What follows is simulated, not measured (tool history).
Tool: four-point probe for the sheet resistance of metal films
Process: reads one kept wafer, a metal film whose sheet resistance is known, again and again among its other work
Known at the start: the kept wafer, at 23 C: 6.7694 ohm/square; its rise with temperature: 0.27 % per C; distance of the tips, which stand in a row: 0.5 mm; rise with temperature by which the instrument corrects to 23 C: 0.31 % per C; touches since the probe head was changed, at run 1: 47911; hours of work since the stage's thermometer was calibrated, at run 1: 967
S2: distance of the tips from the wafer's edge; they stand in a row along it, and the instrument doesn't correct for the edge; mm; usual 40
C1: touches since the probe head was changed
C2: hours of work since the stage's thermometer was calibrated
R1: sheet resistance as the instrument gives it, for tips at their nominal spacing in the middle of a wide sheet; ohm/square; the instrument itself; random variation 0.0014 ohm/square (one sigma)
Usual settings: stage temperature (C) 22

run 1 day=0 | stage_temperature_(C)=22 S2=40 | C1=47911 C2=967 | R1=6.804847
run 2 day=0.862 | stage_temperature_(C)=22 S2=40 | C1=49257 C2=983 | R1=6.80576
run 3 day=1.525 | stage_temperature_(C)=22 S2=40 | C1=50286 C2=995 | R1=6.805344
run 4 day=2.492 | stage_temperature_(C)=22 S2=40 | C1=51793 C2=1012 | R1=6.807284
run 5 day=3.325 | stage_temperature_(C)=23 S2=40 | C1=53093 C2=1027 | R1=6.803919
run 6 day=3.971 | stage_temperature_(C)=23 S2=40 | C1=54104 C2=1039 | R1=6.804459
run 7 day=4.496 | stage_temperature_(C)=33 S2=40 | C1=54917 C2=1048 | R1=6.774508
run 8 day=4.962 | stage_temperature_(C)=33 S2=40 | C1=55649 C2=1056 | R1=6.775021
run 9 day=5.692 | stage_temperature_(C)=33 S2=40 | C1=56787 C2=1070 | R1=6.773496
run 10 day=6.717 | stage_temperature_(C)=33 S2=40 | C1=58380 C2=1088 | R1=6.774027
run 11 day=7.442 | stage_temperature_(C)=33 S2=4 | C1=59514 C2=1101 | R1=6.831837
run 12 day=8.258 | stage_temperature_(C)=33 S2=4 | C1=60784 C2=1116 | R1=6.832709
run 13 day=9.254 | stage_temperature_(C)=24 S2=44 | C1=62336 C2=1134 | R1=6.806789
run 14 day=10.354 | stage_temperature_(C)=24 S2=44 | C1=64053 C2=1153 | R1=6.805242

Forecast each of these 4 alternatives for the next run:
run A day=11.079 | stage_temperature_(C)=20 S2=10 | C1=65180 C2=1166 | R1=?
run B day=11.079 | stage_temperature_(C)=21 S2=12 | C1=65180 C2=1166 | R1=?
run C day=11.079 | stage_temperature_(C)=24 S2=44 | C1=65180 C2=1166 | R1=?
run D day=11.079 | stage_temperature_(C)=21 S2=23 | C1=65180 C2=1166 | R1=?

run=A R1=6.826604
run=B R1=6.820374
run=C R1=6.805358
run=D R1=6.816716
Without the tool's hidden state the same runs would have given:
run=A R1=6.78708
run=B R1=6.780902
run=C R1=6.766019
run=D R1=6.777263
